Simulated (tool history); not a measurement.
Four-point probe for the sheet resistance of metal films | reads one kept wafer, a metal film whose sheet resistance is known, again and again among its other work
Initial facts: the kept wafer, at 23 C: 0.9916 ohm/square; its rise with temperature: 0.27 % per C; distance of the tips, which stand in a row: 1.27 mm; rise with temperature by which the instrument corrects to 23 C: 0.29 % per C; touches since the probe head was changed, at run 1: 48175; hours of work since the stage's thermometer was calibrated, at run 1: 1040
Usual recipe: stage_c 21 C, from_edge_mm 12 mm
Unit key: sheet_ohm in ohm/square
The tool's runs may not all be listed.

| run | day | stage_c | from_edge_mm | touches since the probe head was changed | hours of work since the stage's thermometer was calibrated | sheet_ohm |
|---|---|---|---|---|---|---|
| 1 | 0.000 | 21 | 12 | 48175 | 1040 | 0.997687 |
| 2 | 1.079 | 21 | 21 | 49051 | 1055 | 0.993528 |
| 3 | 3.096 | 21 | 68 | 50693 | 1084 | 0.992006 |
| 4 | 4.346 | 21 | 68 | 51706 | 1102 | 0.991798 |
| 5 | 5.217 | 21 | 68 | 52415 | 1114 | 0.991817 |
| 6 | 6.696 | 22 | 68 | 53617 | 1135 | 0.991692 |
| 7 | 8.371 | 20 | 12 | 54979 | 1159 | 0.997803 |
| 8 | 9.221 | 27 | 11 | 55672 | 1171 | 0.998013 |
| 9 | 10.629 | 32 | 4 | 56816 | 1192 | 1.040780 |
| 10 | 12.612 | 32 | 4 | 58430 | 1220 | 1.041269 |
| 11 | 14.533 | 20 | 27 | 59989 | 1247 | 0.992839 |

4 options for the next run, each taken on its own from the tool as it stands now. Forecast them:
| A | 15.729 | 21 | 65 | 60963 | 1264 | ? |
| B | 15.729 | 29 | 12 | 60963 | 1264 | ? |
| C | 15.729 | 31 | 27 | 60963 | 1264 | ? |
| D | 15.729 | 21 | 10 | 60963 | 1264 | ? |

| run | sheet_ohm |
|---|---|
| A | 0.992365 |
| B | 0.996493 |
| C | 0.991941 |
| D | 1.000744 |
Stripped of hidden state, with their random variation kept, the same runs would have yielded:
| run | sheet_ohm |
|---|---|
| A | 0.992439 |
| B | 0.996567 |
| C | 0.992014 |
| D | 1.000819 |
